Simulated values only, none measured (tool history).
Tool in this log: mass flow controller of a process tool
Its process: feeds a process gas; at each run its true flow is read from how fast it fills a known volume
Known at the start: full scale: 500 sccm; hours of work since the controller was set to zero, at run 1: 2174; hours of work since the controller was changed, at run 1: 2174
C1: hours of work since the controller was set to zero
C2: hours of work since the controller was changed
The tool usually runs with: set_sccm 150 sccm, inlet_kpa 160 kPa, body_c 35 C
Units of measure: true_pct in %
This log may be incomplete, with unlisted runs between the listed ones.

run 1 hour=0.0 | set_sccm=150 inlet_kpa=160 body_c=35 | C1=2174 C2=2174 | true_pct=98.13
run 2 hour=205.5 | set_sccm=150 inlet_kpa=160 body_c=35 | C1=2259 C2=2259 | true_pct=98.05
run 3 hour=418.7 | set_sccm=150 inlet_kpa=162 body_c=35 | C1=2347 C2=2347 | true_pct=98.16
run 4 hour=530.9 | set_sccm=150 inlet_kpa=160 body_c=35 | C1=2394 C2=2394 | true_pct=98.00
run 5 hour=721.6 | set_sccm=150 inlet_kpa=160 body_c=35 | C1=2473 C2=2473 | true_pct=98.00
run 6 hour=853.6 | set_sccm=150 inlet_kpa=160 body_c=35 | C1=2527 C2=2527 | true_pct=97.89
run 7 hour=982.7 | set_sccm=150 inlet_kpa=160 body_c=35 | C1=2581 C2=2581 | true_pct=97.81
run 8 hour=1096.1 | set_sccm=150 inlet_kpa=269 body_c=35 | C1=2628 C2=2628 | true_pct=97.96
run 9 hour=1285.6 | set_sccm=150 inlet_kpa=269 body_c=35 | C1=2706 C2=2706 | true_pct=98.15
run 10 hour=1390.3 | set_sccm=150 inlet_kpa=269 body_c=35 | C1=2749 C2=2749 | true_pct=98.01
run 11 hour=1486.5 | set_sccm=61 inlet_kpa=269 body_c=22 | C1=2789 C2=2789 | true_pct=96.43
run 12 hour=1646.0 | set_sccm=120 inlet_kpa=146 body_c=25 | C1=2855 C2=2855 | true_pct=97.03
run 13 hour=1815.0 | set_sccm=354 inlet_kpa=259 body_c=39 | C1=2925 C2=2925 | true_pct=98.63
run 14 hour=1968.5 | set_sccm=354 inlet_kpa=259 body_c=39 | C1=2989 C2=2989 | true_pct=98.72
run 15 hour=2089.1 | set_sccm=354 inlet_kpa=220 body_c=21 | C1=3038 C2=3038 | true_pct=97.88
run 16 hour=2266.6 | set_sccm=354 inlet_kpa=220 body_c=21 | C1=3112 C2=3112 | true_pct=97.85
run 17 hour=2408.6 | set_sccm=128 inlet_kpa=269 body_c=40 | C1=3171 C2=3171 | true_pct=97.73
run 18 hour=2579.6 | set_sccm=150 inlet_kpa=174 body_c=27 | C1=3241 C2=3241 | true_pct=97.32
run 19 hour=2701.6 | set_sccm=150 inlet_kpa=227 body_c=24 | C1=3292 C2=3292 | true_pct=97.16

Each run again, without the hidden state but with its own random variation kept:
Unlogged tool condition in this case: flow at rest that the sensor doesn't see, % of full scale; true flow over the shown one, %; drift of the gauge itself on true_pct, %.
run=1 true_pct=99.74
run=2 true_pct=99.70
run=3 true_pct=99.88
run=4 true_pct=99.74
run=5 true_pct=99.79
run=6 true_pct=99.71
run=7 true_pct=99.66
run=8 true_pct=99.84
run=9 true_pct=100.08
run=10 true_pct=99.96
run=11 true_pct=99.24
run=12 true_pct=99.19
run=13 true_pct=100.35
run=14 true_pct=100.47
run=15 true_pct=99.65
run=16 true_pct=99.66
run=17 true_pct=100.04
run=18 true_pct=99.57
run=19 true_pct=99.44
